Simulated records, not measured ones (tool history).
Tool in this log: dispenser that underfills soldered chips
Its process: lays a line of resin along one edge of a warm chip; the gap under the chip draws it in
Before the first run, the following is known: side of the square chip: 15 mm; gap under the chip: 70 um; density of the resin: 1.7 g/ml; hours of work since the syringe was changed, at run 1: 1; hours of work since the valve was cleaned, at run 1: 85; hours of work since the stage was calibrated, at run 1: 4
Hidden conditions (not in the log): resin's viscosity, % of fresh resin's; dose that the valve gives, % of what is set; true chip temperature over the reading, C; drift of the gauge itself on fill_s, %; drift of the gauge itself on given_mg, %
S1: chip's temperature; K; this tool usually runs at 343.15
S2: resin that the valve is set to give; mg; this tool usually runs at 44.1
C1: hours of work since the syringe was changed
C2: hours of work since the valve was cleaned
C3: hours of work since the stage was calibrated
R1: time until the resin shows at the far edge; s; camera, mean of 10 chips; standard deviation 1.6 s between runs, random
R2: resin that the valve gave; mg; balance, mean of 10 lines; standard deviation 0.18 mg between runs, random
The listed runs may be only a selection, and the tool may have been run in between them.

run	day	S1	S2	C1	C2	C3	R1	R2
1	0.000	343.15	44.1	1	85	4	188.2	40.37
2	0.271	343.15	44.1	6	89	8	270.2	40.30
3	0.621	343.15	44.1	11	95	13	429.3	39.98
# day 0.654: new syringe of resin
# day 1.008: dispensing valve cleaned and set on the balance
4	1.138	343.15	44.1	7	2	21	291.7	43.93
# day 1.462: new syringe of resin
5	1.612	343.15	44.1	2	9	28	193.2	43.75
6	1.917	353.15	44.1	7	14	33	188.1	43.31
# day 2.225: new syringe of resin
7	2.321	332.15	44.1	2	20	39	317.6	42.98
8	2.808	343.15	40.2	9	28	47	359.9	39.00
# day 2.971: new syringe of resin
9	3.054	339.15	57.0	1	32	50	216.7	55.21
10	3.321	339.15	42.4	5	36	54	328.1	40.99
11	3.633	331.15	50.5	10	41	59	712.2	48.33
# day 3.717: new syringe of resin
12	3.962	340.15	41.4	4	46	64	258.2	39.24
13	4.179	340.15	41.4	7	49	68	345.2	39.39
# day 4.467: new syringe of resin
14	4.708	340.15	41.4	4	57	76	261.9	39.09
15	5.142	340.15	41.4	11	64	83	467.2	38.88

Each row is a separate what-if for the run after 15, all from the same tool condition, not one after another. Results?
# day 5.250: new syringe of resin
A	5.467	357.15	45.0	3	69	88	?	?
# day 5.250: new syringe of resin
B	5.467	338.15	41.4	3	69	88	?	?
# day 5.250: new syringe of resin
C	5.467	352.15	44.7	3	69	88	?	?

run	R1	R2
A	116.9	41.51
B	288.5	38.64
C	147.3	41.83
Take away the tool's hidden state, keep each run's random variation, and the runs would have read:
run	R1	R2
A	83.1	44.53
B	203.5	41.45
C	104.6	44.86
